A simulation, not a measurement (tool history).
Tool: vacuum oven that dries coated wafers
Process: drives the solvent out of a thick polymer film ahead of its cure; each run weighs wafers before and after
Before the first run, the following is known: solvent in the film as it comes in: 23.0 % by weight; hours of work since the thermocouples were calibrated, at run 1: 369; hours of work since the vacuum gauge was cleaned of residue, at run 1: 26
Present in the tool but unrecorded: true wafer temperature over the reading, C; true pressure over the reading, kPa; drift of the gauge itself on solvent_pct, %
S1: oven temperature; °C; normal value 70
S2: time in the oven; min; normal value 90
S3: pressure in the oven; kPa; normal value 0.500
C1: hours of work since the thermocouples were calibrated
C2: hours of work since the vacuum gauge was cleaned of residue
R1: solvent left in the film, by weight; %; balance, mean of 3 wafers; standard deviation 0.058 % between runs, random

Run 1, hour 0.0: usual settings; C1 369; C2 26. Result: R1 3.14 %.
Run 2, hour 50.7: usual settings but S2 46 min; C1 404; C2 61. Result: R1 7.34 %.
Run 3, hour 72.2: usual settings; C1 419; C2 76. Result: R1 3.16 %.
Run 4, hour 123.7: usual settings; C1 456; C2 113. Result: R1 3.21 %.
Run 5, hour 156.5: usual settings but S2 94 min; C1 479; C2 136. Result: R1 3.02 %.
Run 6, hour 207.2: usual settings but S2 94 min; C1 514; C2 171. Result: R1 2.96 %.
Run 7, hour 246.3: usual settings but S2 94 min; C1 542; C2 199. Result: R1 2.98 %.
Run 8, hour 277.2: usual settings; C1 563; C2 220. Result: R1 3.27 %.
Run 9, hour 318.1: usual settings; C1 592; C2 249. Result: R1 3.24 %.
Run 10, hour 344.9: usual settings; C1 611; C2 268. Result: R1 3.26 %.
Run 11, hour 388.4: usual settings but S3 0.336 kPa; C1 642; C2 299. Result: R1 3.20 %.
Run 12, hour 439.7: usual settings but S3 0.271 kPa; C1 678; C2 335. Result: R1 3.10 %.
Run 13, hour 469.0: usual settings but S3 0.326 kPa; C1 698; C2 355. Result: R1 3.12 %.
Run 14, hour 509.1: usual settings; C1 727; C2 383. Result: R1 3.40 %.
Run 15, hour 538.2: usual settings but S2 53 min; C1 747; C2 404. Result: R1 6.57 %.
Run 16, hour 566.4: usual settings but S1 59 °C; C1 767; C2 424. Result: R1 8.10 %.
Run 17, hour 594.3: usual settings but S1 59 °C; C1 786; C2 443. Result: R1 8.12 %.
Run 18, hour 632.2: usual settings but S3 1.071 kPa; C1 813; C2 470. Result: R1 4.08 %.
Run 19, hour 676.3: usual settings but S3 1.071 kPa; C1 844; C2 501. Result: R1 4.02 %.
Run 20, hour 707.7: usual settings but S3 1.071 kPa; C1 866; C2 523. Result: R1 3.98 %.
Run 21, hour 736.6: usual settings but S2 145 min; C1 886; C2 543. Result: R1 1.69 %.
Run 22, hour 779.7: usual settings; C1 917; C2 574. Result: R1 3.48 %.
Run 23, hour 824.0: usual settings but S3 1.629 kPa; C1 948; C2 605. Result: R1 4.61 %.
Run 24, hour 854.3: usual settings but S3 1.629 kPa; C1 969; C2 626. Result: R1 4.67 %.
At hour 866.4: oven's thermocouples calibrated.
Run 25, hour 889.6: usual settings but S3 1.629 kPa; C1 16; C2 649. Result: R1 4.41 %.
Run 26, hour 926.8: usual settings but S1 69 °C, S2 160 min, S3 0.720 kPa; C1 42; C2 676. Result: R1 1.71 %.
Run 27, hour 950.0: usual settings but S1 60 °C, S2 121 min, S3 0.703 kPa; C1 59; C2 692. Result: R1 5.79 %.
Run 28, hour 978.9: usual settings but S1 60 °C, S2 121 min, S3 0.703 kPa; C1 79; C2 712. Result: R1 5.89 %.
Run 29, hour 1017.3: usual settings but S1 59 °C, S3 1.268 kPa; C1 106; C2 739. Result: R1 9.03 %.
Run 30, hour 1058.4: usual settings but S2 52 min, S3 0.384 kPa; C1 135; C2 768. Result: R1 6.43 %.
Run 31, hour 1083.2: usual settings but S1 76 °C, S2 94 min; C1 152; C2 786. Result: R1 1.58 %.
Run 32, hour 1132.1: usual settings but S1 74 °C, S2 141 min; C1 187; C2 820. Result: R1 1.10 %.
Run 33, hour 1153.3: usual settings but S1 74 °C, S2 141 min; C1 202; C2 835. Result: R1 0.99 %.
Run 34, hour 1198.9: usual settings but S1 74 °C, S2 141 min; C1 234; C2 867. Result: R1 1.00 %.
Run 35, hour 1246.4: usual settings but S1 82 °C; C1 267; C2 900. Result: R1 0.83 %.
Run 36, hour 1290.4: usual settings but S1 82 °C; C1 298; C2 931. Result: R1 0.80 %.
Run 37, hour 1339.2: usual settings but S1 82 °C, S3 0.556 kPa; C1 332; C2 965. Result: R1 0.93 %.
Run 38, hour 1388.8: usual settings but S2 50 min, S3 0.256 kPa; C1 367; C2 1000. Result: R1 6.85 %.
Run 39, hour 1412.2: usual settings but S1 74 °C, S3 1.859 kPa; C1 384; C2 1017. Result: R1 3.46 %.
Run 40, hour 1438.9: usual settings but S1 60 °C, S3 1.820 kPa; C1 402; C2 1036. Result: R1 9.37 %.
Run 41, hour 1484.2: usual settings but S1 68 °C, S2 74 min, S3 1.385 kPa; C1 434; C2 1067. Result: R1 6.20 %.
Run 42, hour 1535.5: usual settings but S2 159 min; C1 470; C2 1103. Result: R1 1.49 %.
Run 43, hour 1580.5: usual settings but S2 159 min; C1 502; C2 1135. Result: R1 1.66 %.
Run 44, hour 1604.3: usual settings but S1 63 °C, S2 84 min, S3 1.473 kPa; C1 519; C2 1152. Result: R1 8.07 %.
Run 45, hour 1642.2: usual settings but S1 80 °C, S2 69 min; C1 545; C2 1178. Result: R1 1.85 %.
Run 46, hour 1670.6: usual settings but S3 0.588 kPa; C1 565; C2 1198. Result: R1 3.72 %.
Run 47, hour 1714.9: usual settings but S1 80 °C, S2 64 min; C1 596; C2 1230. Result: R1 2.07 %.

For each entry between runs, how does the tool's hidden state at the last listed run before it compare with that at the first listed run after it?
Logged between run 24 and run 25: oven's thermocouples calibrated (hour 866.4)
  true wafer temperature over the reading, C: -1.03 -> 0.13; true pressure over the reading, kPa: 0.217 -> 0.225
  the result without the hidden state subtracted from the measured one, R1: +0.59 -> +0.17 %
